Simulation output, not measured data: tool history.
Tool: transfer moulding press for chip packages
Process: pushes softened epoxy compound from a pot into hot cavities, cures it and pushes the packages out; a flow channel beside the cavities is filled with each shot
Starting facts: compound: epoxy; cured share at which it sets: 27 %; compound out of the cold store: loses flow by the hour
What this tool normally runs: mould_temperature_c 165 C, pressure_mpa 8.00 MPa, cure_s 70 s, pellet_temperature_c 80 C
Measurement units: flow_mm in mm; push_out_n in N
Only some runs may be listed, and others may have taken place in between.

run	hour	mould_temperature_c	pressure_mpa	cure_s	pellet_temperature_c	incoming compound's hours out of the cold store	flow_mm	push_out_n
1	0.0	165	8.00	70	80	18.6	947	522
# hour 34.8: cavities cleaned with cleaning compound and waxed
2	34.8	165	8.00	70	80	39.1	883	370
3	68.9	165	8.00	70	80	46.4	863	555
# hour 85.9: cavities cleaned with cleaning compound and waxed
4	103.1	165	8.00	70	80	9.5	966	527
# hour 137.2: cavities cleaned with cleaning compound and waxed
5	151.9	165	8.00	70	80	18.0	930	511
# hour 189.5: cavities cleaned with cleaning compound and waxed
6	198.2	165	8.00	70	80	10.9	937	484
# hour 240.0: cavities cleaned with cleaning compound and waxed
7	242.3	165	8.00	70	80	11.3	935	412
8	265.1	165	8.00	70	89	23.4	884	530
# hour 283.4: plunger's sealing rings changed
# hour 294.2: cavities cleaned with cleaning compound and waxed
9	294.2	157	8.00	70	74	23.5	968	711
10	330.1	157	8.00	70	74	40.9	904	1084
# hour 345.3: cavities cleaned with cleaning compound and waxed
11	361.2	157	8.00	70	74	14.1	989	1012
# hour 398.1: cavities cleaned with cleaning compound and waxed
12	404.8	161	8.00	76	83	44.9	872	453
13	442.7	173	8.70	104	86	22.4	939	414
# hour 451.2: cavities cleaned with cleaning compound and waxed
14	484.8	165	6.32	70	80	13.6	841	624
# hour 502.7: cavities cleaned with cleaning compound and waxed
15	519.3	165	8.00	70	87	13.8	948	535
16	549.4	165	8.00	70	87	24.9	888	637

Selected run-to-run steps in flow_mm, each split into two signed amounts: the part the tool would show with no hidden state at all (from settings, incoming material and random variation), and the remainder, which goes to the hidden state together with any gauge scatter not common to the measured and the hidden-state-free results:
What the log doesn't record here: true mould temperature over the reading, C; pressure that reaches the compound, % of what is set; grip of the stained cavities, % over clean ones'; drift of the gauge itself on flow_mm, %; drift of the gauge itself on push_out_n, %.
Run 8 -> 9: mould_temperature_c 165 -> 157, pellet_temperature_c 89 -> 74, plunger's sealing rings changed, cavities cleaned with cleaning compound and waxed. flow_mm +84 mm: hidden state +56, all else +28.
Run 11 -> 12: mould_temperature_c 157 -> 161, cure_s 70 -> 76, pellet_temperature_c 74 -> 83, cavities cleaned with cleaning compound and waxed. flow_mm -117 mm: hidden state -6, all else -111.
